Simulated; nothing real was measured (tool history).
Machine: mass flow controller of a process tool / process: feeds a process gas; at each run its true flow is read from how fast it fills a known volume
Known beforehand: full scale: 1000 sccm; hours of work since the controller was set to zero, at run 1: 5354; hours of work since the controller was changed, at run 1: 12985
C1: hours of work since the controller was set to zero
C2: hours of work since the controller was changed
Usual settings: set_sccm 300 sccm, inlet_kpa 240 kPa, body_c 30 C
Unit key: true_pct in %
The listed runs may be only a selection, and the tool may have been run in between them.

run 1 hour=0 | set_sccm=300 inlet_kpa=240 body_c=30 | C1=5354 C2=12985 | true_pct=102.94
-- hour=144.8 controller exchanged for a calibrated one
run 2 hour=471.4 | set_sccm=301 inlet_kpa=240 body_c=30 | C1=226 C2=226 | true_pct=98.81
run 3 hour=777.5 | set_sccm=301 inlet_kpa=240 body_c=30 | C1=438 C2=438 | true_pct=99.03
run 4 hour=1109.8 | set_sccm=300 inlet_kpa=240 body_c=26 | C1=668 C2=668 | true_pct=98.5
run 5 hour=1524.4 | set_sccm=300 inlet_kpa=240 body_c=30 | C1=956 C2=956 | true_pct=99.07
run 6 hour=1799.1 | set_sccm=300 inlet_kpa=240 body_c=30 | C1=1146 C2=1146 | true_pct=99.18
run 7 hour=2235.1 | set_sccm=300 inlet_kpa=240 body_c=30 | C1=1448 C2=1448 | true_pct=99.39
run 8 hour=2744 | set_sccm=563 inlet_kpa=240 body_c=30 | C1=1801 C2=1801 | true_pct=99.88
run 9 hour=3214.8 | set_sccm=563 inlet_kpa=240 body_c=30 | C1=2127 C2=2127 | true_pct=99.92
run 10 hour=3605 | set_sccm=563 inlet_kpa=240 body_c=30 | C1=2397 C2=2397 | true_pct=100.06
run 11 hour=3916.4 | set_sccm=300 inlet_kpa=240 body_c=34 | C1=2613 C2=2613 | true_pct=100.2
run 12 hour=4184.8 | set_sccm=300 inlet_kpa=240 body_c=34 | C1=2799 C2=2799 | true_pct=100.19
run 13 hour=4546.4 | set_sccm=300 inlet_kpa=240 body_c=22 | C1=3049 C2=3049 | true_pct=98.95
run 14 hour=4916.2 | set_sccm=300 inlet_kpa=240 body_c=36 | C1=3305 C2=3305 | true_pct=100.74
run 15 hour=5200.2 | set_sccm=300 inlet_kpa=240 body_c=26 | C1=3502 C2=3502 | true_pct=99.85
run 16 hour=5582.3 | set_sccm=175 inlet_kpa=273 body_c=32 | C1=3767 C2=3767 | true_pct=100.73
run 17 hour=5866.5 | set_sccm=300 inlet_kpa=242 body_c=25 | C1=3964 C2=3964 | true_pct=99.74
run 18 hour=6326.4 | set_sccm=300 inlet_kpa=242 body_c=25 | C1=4282 C2=4282 | true_pct=99.82
run 19 hour=6662.9 | set_sccm=109 inlet_kpa=147 body_c=25 | C1=4515 C2=4515 | true_pct=101.1
run 20 hour=6904.3 | set_sccm=300 inlet_kpa=240 body_c=23 | C1=4683 C2=4683 | true_pct=99.9
run 21 hour=7163.9 | set_sccm=300 inlet_kpa=240 body_c=23 | C1=4862 C2=4862 | true_pct=99.92
run 22 hour=7610.9 | set_sccm=515 inlet_kpa=222 body_c=30 | C1=5172 C2=5172 | true_pct=100.93
run 23 hour=7977 | set_sccm=515 inlet_kpa=222 body_c=30 | C1=5426 C2=5426 | true_pct=100.89
run 24 hour=8477.9 | set_sccm=375 inlet_kpa=252 body_c=30 | C1=5773 C2=5773 | true_pct=101.06
run 25 hour=8924 | set_sccm=375 inlet_kpa=252 body_c=30 | C1=6082 C2=6082 | true_pct=101.1
run 26 hour=9143.1 | set_sccm=988 inlet_kpa=146 body_c=31 | C1=6233 C2=6233 | true_pct=102.39
run 27 hour=9595.8 | set_sccm=336 inlet_kpa=260 body_c=30 | C1=6547 C2=6547 | true_pct=101.33
run 28 hour=9933.5 | set_sccm=336 inlet_kpa=260 body_c=30 | C1=6781 C2=6781 | true_pct=101.43
run 29 hour=10382.8 | set_sccm=827 inlet_kpa=186 body_c=24 | C1=7092 C2=7092 | true_pct=101.43
-- hour=10768.8 controller's zero set anew
run 30 hour=10890.1 | set_sccm=300 inlet_kpa=195 body_c=33 | C1=84 C2=7443 | true_pct=101.18

What differs in the tool's unlogged condition from the final listed run ahead of each entry between runs to the first listed run following it?
After run 1, before run 2: controller exchanged for a calibrated one (hour 144.8)
  flow at rest that the sensor doesn't see, % of full scale: 0.28 -> 0.035; true flow over the shown one, %: 3.16 -> -0.15
  measured minus no-state result, true_pct: +4.1 -> -0.04 %
After run 29, before run 30: controller's zero set anew (hour 10768.8)
  flow at rest that the sensor doesn't see, % of full scale: 0.388 -> 0.104; true flow over the shown one, %: 1.43 -> 1.51
  measured minus no-state result, true_pct: +1.9 -> +1.86 %

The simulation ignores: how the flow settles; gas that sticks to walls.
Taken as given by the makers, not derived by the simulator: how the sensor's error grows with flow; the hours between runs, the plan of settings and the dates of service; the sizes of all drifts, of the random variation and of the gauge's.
